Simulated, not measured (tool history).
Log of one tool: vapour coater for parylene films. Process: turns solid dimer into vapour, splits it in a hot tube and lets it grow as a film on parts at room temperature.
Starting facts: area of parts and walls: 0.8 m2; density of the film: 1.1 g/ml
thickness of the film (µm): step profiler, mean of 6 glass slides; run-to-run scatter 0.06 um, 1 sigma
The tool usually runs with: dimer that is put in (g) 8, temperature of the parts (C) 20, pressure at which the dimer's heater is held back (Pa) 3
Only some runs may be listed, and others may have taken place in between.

run     day  dimer that is put in (g)  temperature of the parts (C)  pressure at which the dimer's heater is held back (Pa)  thickness of the film (µm)
  1       0                         8                            20                                                       3                        6.11
  2   0.862                         8                            20                                                       3                         6.2
  3   1.588                         8                            20                                                       3                        6.13
  4   2.296                         8                            20                                                       3                        6.04
      2.742  -- trap's valve overhauled
  5    3.15                         8                            20                                                       3                        5.67
  6    4.15                         8                            20                                                       3                         5.6
  7   5.183                        11                            20                                                       3                        7.55
  8   6.162                        11                            20                                                       3                        7.47
  9   6.838                        11                            20                                                       3                        7.54
 10   7.712                        10                            19                                                   10.73                        5.96
 11   8.217                         7                            19                                                    3.14                        4.85
 12   9.138                         7                            19                                                    3.14                        4.92
      9.371  -- trap's valve overhauled, once more
 13   9.933                         8                            20                                                    8.33                        6.04
 14  10.642                         5                            27                                                    3.62                        3.31
 15  11.308                         5                            27                                                    3.62                        3.36
 16  12.067                         8                            22                                                       3                        6.31
 17  12.854                         3                            16                                                    5.65                        2.71
 18  13.371                         3                            16                                                    5.65                        2.69

Below are 3 alternative next runs, each starting from the tool's condition after run 18. Predict each:
  A  14.229                         7                            22                                                   11.33                           ?
  B  14.229                         9                            26                                                   11.48                           ?
  C  14.229                         3                            18                                                    3.54                           ?

run  thickness of the film (µm)
  A                        4.61
  B                        5.23
  C                        2.68
What these runs would have given with no unlogged condition in the tool:
run  thickness of the film (µm)
  A                        4.79
  B                        5.44
  C                        2.79
